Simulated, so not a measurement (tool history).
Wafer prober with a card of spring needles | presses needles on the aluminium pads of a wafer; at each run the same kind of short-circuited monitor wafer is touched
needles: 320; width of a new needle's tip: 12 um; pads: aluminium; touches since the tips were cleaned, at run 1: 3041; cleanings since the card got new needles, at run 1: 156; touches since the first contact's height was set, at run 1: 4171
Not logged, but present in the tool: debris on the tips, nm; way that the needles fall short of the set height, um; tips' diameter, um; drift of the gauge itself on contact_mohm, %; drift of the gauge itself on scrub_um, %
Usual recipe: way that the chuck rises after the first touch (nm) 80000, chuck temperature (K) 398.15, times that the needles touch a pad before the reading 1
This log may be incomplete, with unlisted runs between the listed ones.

run,hour,way that the chuck rises after the first touch (nm),chuck temperature (K),times that the needles touch a pad before the reading,touches since the tips were cleaned,cleanings since the card got new needles,touches since the first contact's height was set,resistance of one needle with its contact and lead (mohm),way that a needle slides on the pad (nm)
1,0.0,80000,398.15,1,3041,156,4171,347,19660
# hour 4.6: tips cleaned on abrasive film
# hour 15.8: tips cleaned on abrasive film
2,23.7,80000,398.15,1,3987,158,15973,361,19680
# hour 26.0: tips cleaned on abrasive film
# hour 36.6: tips cleaned on abrasive film
# hour 47.8: tips cleaned on abrasive film
3,48.0,80000,398.15,1,103,161,28025,280,19570
# hour 57.1: tips cleaned on abrasive film
# hour 68.0: tips cleaned on abrasive film
# hour 79.3: tips cleaned on abrasive film
4,86.6,80000,398.15,1,3678,164,47290,364,19510
# hour 89.0: tips cleaned on abrasive film
# hour 99.9: tips cleaned on abrasive film
# hour 110.9: tips cleaned on abrasive film
# hour 120.0: tips cleaned on abrasive film
5,126.1,80000,398.15,1,3057,168,66920,353,19400
# hour 130.7: tips cleaned on abrasive film
# hour 141.7: tips cleaned on abrasive film
# hour 152.9: tips cleaned on abrasive film
6,161.3,80000,398.15,1,4227,171,84460,373,19390
# hour 163.7: tips cleaned on abrasive film
# hour 174.6: tips cleaned on abrasive film
# hour 183.7: tips cleaned on abrasive film
# hour 194.9: tips cleaned on abrasive film
7,195.9,80000,398.15,1,507,175,101663,290,19240
# hour 205.0: tips cleaned on abrasive film
# hour 215.6: tips cleaned on abrasive film
8,219.9,80000,398.15,1,2136,177,113580,348,19220
# hour 226.5: tips cleaned on abrasive film
# hour 235.6: tips cleaned on abrasive film
# hour 246.5: tips cleaned on abrasive film
9,251.3,80000,317.15,1,2403,180,129224,351,19120
# hour 255.9: tips cleaned on abrasive film
# hour 262.9: height of the first contact set anew
# hour 265.3: tips cleaned on abrasive film
# hour 276.0: tips cleaned on abrasive film
# hour 287.0: tips cleaned on abrasive film
10,288.7,80000,317.15,1,856,184,12807,291,19630
# hour 297.8: tips cleaned on abrasive film
# hour 308.7: tips cleaned on abrasive film
11,308.9,80000,317.15,1,143,186,22860,258,19550
# hour 317.9: tips cleaned on abrasive film
# hour 329.2: tips cleaned on abrasive film
# hour 340.2: tips cleaned on abrasive film
12,346.9,80000,398.15,1,3378,189,41798,363,19540
# hour 351.5: tips cleaned on abrasive film
# hour 362.8: tips cleaned on abrasive film
# hour 373.6: tips cleaned on abrasive film
13,382.5,99000,398.15,1,4490,192,59518,337,24080
# hour 384.9: tips cleaned on abrasive film
# hour 396.2: tips cleaned on abrasive film
14,403.6,80000,398.15,1,3733,194,70035,372,19450
# hour 405.9: tips cleaned on abrasive film
# hour 416.7: tips cleaned on abrasive film
# hour 428.1: tips cleaned on abrasive film
# hour 438.5: tips cleaned on abrasive film
15,438.5,80000,398.15,1,0,198,87322,271,19280
# hour 448.8: tips cleaned on abrasive film
# hour 457.9: tips cleaned on abrasive film
16,465.3,70000,398.15,2,3686,200,100690,352,16850
# hour 467.6: tips cleaned on abrasive film
# hour 476.7: tips cleaned on abrasive film
17,484.0,70000,344.15,2,3650,202,109991,348,16700
# hour 486.3: tips cleaned on abrasive film
# hour 497.2: tips cleaned on abrasive film
# hour 508.5: tips cleaned on abrasive film
# hour 519.4: tips cleaned on abrasive film
18,522.7,84000,306.15,1,1683,206,129268,333,20200
# hour 529.1: tips cleaned on abrasive film
# hour 533.9: height of the first contact set anew
# hour 540.7: tips cleaned on abrasive film
# hour 551.9: tips cleaned on abrasive film
19,559.1,80000,384.15,2,3596,209,12547,326,19590
# hour 561.4: tips cleaned on abrasive film
# hour 570.5: tips cleaned on abrasive film
# hour 581.4: tips cleaned on abrasive film
# hour 590.5: tips cleaned on abrasive film
20,592.6,97000,384.15,2,1077,213,29198,277,23900
# hour 601.7: tips cleaned on abrasive film
# hour 612.7: tips cleaned on abrasive film
# hour 623.7: tips cleaned on abrasive film
21,627.9,68000,342.15,2,2091,216,46752,330,16560
# hour 634.3: tips cleaned on abrasive film
# hour 645.2: tips cleaned on abrasive film
# hour 655.1: tips cleaned on abrasive film
22,655.1,96000,379.15,2,0,219,60302,264,23370
# hour 666.0: tips cleaned on abrasive film
23,672.0,99000,300.15,2,3009,220,68732,289,24210
# hour 676.6: tips cleaned on abrasive film
# hour 687.8: tips cleaned on abrasive film
24,691.6,71000,385.15,3,1870,222,78462,307,17030
# hour 698.4: tips cleaned on abrasive film
# hour 709.8: tips cleaned on abrasive film
25,715.9,71000,385.15,3,3057,224,90564,315,17090
# hour 720.0: tips cleaned on abrasive film
# hour 730.0: tips cleaned on abrasive film
# hour 741.2: tips cleaned on abrasive film
26,741.4,80000,326.15,1,88,227,103243,271,19220
# hour 750.5: tips cleaned on abrasive film
# hour 761.3: tips cleaned on abrasive film
27,762.7,80000,307.15,1,672,229,113830,294,19210

Branching from run 27: 3 alternative next runs. What would each branch give?
# hour 771.8: tips cleaned on abrasive film
# hour 782.7: tips cleaned on abrasive film
# hour 792.0: tips cleaned on abrasive film
A,792.0,82000,389.15,1,0,232,128443,?,?
# hour 771.8: tips cleaned on abrasive film
# hour 782.7: tips cleaned on abrasive film
# hour 792.0: tips cleaned on abrasive film
B,792.0,93000,388.15,3,0,232,128443,?,?
# hour 771.8: tips cleaned on abrasive film
# hour 782.7: tips cleaned on abrasive film
# hour 792.0: tips cleaned on abrasive film
C,792.0,80000,313.15,1,0,232,128443,?,?

run,resistance of one needle with its contact and lead (mohm),way that a needle slides on the pad (nm)
A,267,19630
B,267,22270
C,256,19120
Had the tool no hidden state, the same runs would have come out as:
run,resistance of one needle with its contact and lead (mohm),way that a needle slides on the pad (nm)
A,251,20200
B,259,22840
C,240,19680
